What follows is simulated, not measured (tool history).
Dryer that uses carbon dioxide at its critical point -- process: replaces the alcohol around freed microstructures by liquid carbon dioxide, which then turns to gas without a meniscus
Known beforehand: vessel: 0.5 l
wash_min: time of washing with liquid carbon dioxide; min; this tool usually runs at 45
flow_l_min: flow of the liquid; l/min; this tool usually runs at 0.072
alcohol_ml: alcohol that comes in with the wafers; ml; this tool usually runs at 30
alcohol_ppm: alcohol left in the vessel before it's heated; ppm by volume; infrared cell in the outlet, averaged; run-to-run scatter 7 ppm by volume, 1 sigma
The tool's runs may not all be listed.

Run 1, hour 0: usual settings. Result: alcohol_ppm 851 ppm by volume.
At hour 21: inlet filter changed.
Run 2, hour 21: usual settings. Result: alcohol_ppm 376 ppm by volume.
Run 3, hour 60.5: usual settings. Result: alcohol_ppm 420 ppm by volume.
Run 4, hour 79.3: usual settings. Result: alcohol_ppm 440 ppm by volume.
Run 5, hour 119.2: usual settings. Result: alcohol_ppm 498 ppm by volume.
Run 6, hour 149.5: usual settings. Result: alcohol_ppm 560 ppm by volume.
Run 7, hour 191.8: usual settings but wash_min 72 min, alcohol_ml 50 ml. Result: alcohol_ppm 152 ppm by volume.
Run 8, hour 212.2: usual settings but wash_min 72 min, alcohol_ml 50 ml. Result: alcohol_ppm 164 ppm by volume.
Run 9, hour 247.8: usual settings but wash_min 46 min, flow_l_min 0.0954 l/min, alcohol_ml 50 ml. Result: alcohol_ppm 290 ppm by volume.
Run 10, hour 269.5: usual settings but wash_min 47 min, flow_l_min 0.0911 l/min, alcohol_ml 47 ml. Result: alcohol_ppm 340 ppm by volume.

Predict the results of run 11:
Run 11, hour 309.4: usual settings but alcohol_ml 25 ml. Result: alcohol_ppm ?.

Run 11 produced alcohol_ppm 714 ppm by volume.
Had the tool carried no hidden state, the very same run would have given alcohol_ppm 271 ppm by volume.
